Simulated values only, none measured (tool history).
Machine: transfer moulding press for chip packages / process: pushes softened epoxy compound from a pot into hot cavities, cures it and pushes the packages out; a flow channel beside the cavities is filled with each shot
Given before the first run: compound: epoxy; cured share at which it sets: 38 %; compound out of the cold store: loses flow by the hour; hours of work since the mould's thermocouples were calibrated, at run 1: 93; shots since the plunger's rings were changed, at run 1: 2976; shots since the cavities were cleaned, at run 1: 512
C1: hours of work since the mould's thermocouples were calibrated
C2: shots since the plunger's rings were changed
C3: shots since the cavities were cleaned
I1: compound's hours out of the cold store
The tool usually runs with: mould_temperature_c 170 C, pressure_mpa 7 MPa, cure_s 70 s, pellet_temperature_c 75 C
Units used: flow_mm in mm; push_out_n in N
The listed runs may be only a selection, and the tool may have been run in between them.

Run 1, hour 0: usual settings; C1 93; C2 2976; C3 512; I1 38.6. Result: flow_mm 712 mm, push_out_n 877 N.
Run 2, hour 10.5: usual settings; C1 98; C2 3078; C3 614; I1 14.5. Result: flow_mm 786 mm, push_out_n 1014 N.
Run 3, hour 20: usual settings; C1 102; C2 3171; C3 707; I1 17.6. Result: flow_mm 782 mm, push_out_n 1053 N.
At hour 24.2: cavities cleaned with cleaning compound and waxed.
Run 4, hour 33.2: usual settings; C1 108; C2 3285; C3 87; I1 37.6. Result: flow_mm 700 mm, push_out_n 686 N.
Run 5, hour 43.6: usual settings; C1 113; C2 3387; C3 189; I1 40.2. Result: flow_mm 695 mm, push_out_n 744 N.
Run 6, hour 56.4: usual settings; C1 119; C2 3511; C3 313; I1 20. Result: flow_mm 772 mm, push_out_n 863 N.
Run 7, hour 68.8: usual settings; C1 124; C2 3632; C3 434; I1 19. Result: flow_mm 751 mm, push_out_n 935 N.
Run 8, hour 86.9: usual settings but pressure_mpa 7.43 MPa; C1 133; C2 3809; C3 611; I1 34.3. Result: flow_mm 737 mm, push_out_n 942 N.
Run 9, hour 96.9: usual settings; C1 137; C2 3907; C3 709; I1 10.5. Result: flow_mm 796 mm, push_out_n 1074 N.
At hour 100.7: cavities cleaned with cleaning compound and waxed.
Run 10, hour 111.9: usual settings but mould_temperature_c 171 C; C1 144; C2 4038; C3 110; I1 30.5. Result: flow_mm 714 mm, push_out_n 659 N.
Run 11, hour 131.1: usual settings but mould_temperature_c 171 C; C1 152; C2 4225; C3 297; I1 36.7. Result: flow_mm 711 mm, push_out_n 777 N.
Run 12, hour 139.4: usual settings but mould_temperature_c 171 C; C1 156; C2 4306; C3 378; I1 38.4. Result: flow_mm 689 mm, push_out_n 777 N.
Run 13, hour 155.5: usual settings; C1 164; C2 4463; C3 535; I1 34.7. Result: flow_mm 702 mm, push_out_n 891 N.
Run 14, hour 163.4: usual settings but cure_s 96 s; C1 167; C2 4541; C3 613; I1 24.7. Result: flow_mm 742 mm, push_out_n 500 N.
Run 15, hour 173.1: usual settings but mould_temperature_c 174 C; C1 172; C2 4635; C3 707; I1 10.5. Result: flow_mm 770 mm, push_out_n 788 N.
At hour 176.8: cavities cleaned with cleaning compound and waxed.
Run 16, hour 183.9: usual settings but mould_temperature_c 162 C, pellet_temperature_c 84 C; C1 176; C2 4726; C3 70; I1 36.1. Result: flow_mm 713 mm, push_out_n 1050 N.
Run 17, hour 203: usual settings but mould_temperature_c 162 C, pellet_temperature_c 84 C; C1 185; C2 4912; C3 256; I1 22.8. Result: flow_mm 754 mm, push_out_n 1294 N.
At hour 219.1: plunger's sealing rings changed.
Run 18, hour 219.7: usual settings but mould_temperature_c 162 C, pellet_temperature_c 84 C; C1 192; C2 7; C3 395; I1 17.4. Result: flow_mm 824 mm, push_out_n 1451 N.
Run 19, hour 235.4: usual settings but mould_temperature_c 162 C, cure_s 101 s, pellet_temperature_c 83 C; C1 199; C2 160; C3 548; I1 15.3. Result: flow_mm 853 mm, push_out_n 667 N.
Run 20, hour 248.1: usual settings but mould_temperature_c 165 C, pressure_mpa 6.23 MPa, cure_s 62 s, pellet_temperature_c 84 C; C1 205; C2 283; C3 671; I1 45.6. Result: flow_mm 685 mm, push_out_n 1576 N.
At hour 256.2: cavities cleaned with cleaning compound and waxed.
Run 21, hour 262.2: usual settings but mould_temperature_c 165 C, pressure_mpa 6.23 MPa, cure_s 62 s, pellet_temperature_c 84 C; C1 211; C2 407; C3 59; I1 34.5. Result: flow_mm 726 mm, push_out_n 1140 N.
Run 22, hour 271.7: usual settings but mould_temperature_c 169 C, cure_s 104 s; C1 215; C2 499; C3 151; I1 12.3. Result: flow_mm 837 mm, push_out_n 388 N.

Predict the results of run 23:
Run 23, hour 286.3: usual settings but pellet_temperature_c 80 C; C1 222; C2 642; C3 294; I1 46.9. Result: flow_mm ?, push_out_n ?.

{"run 23": {"flow_mm": 699, "push_out_n": 748}}
If the tool had no hidden condition, the same run with the same run-to-run variation would have returned flow_mm 709 mm, push_out_n 599 N.
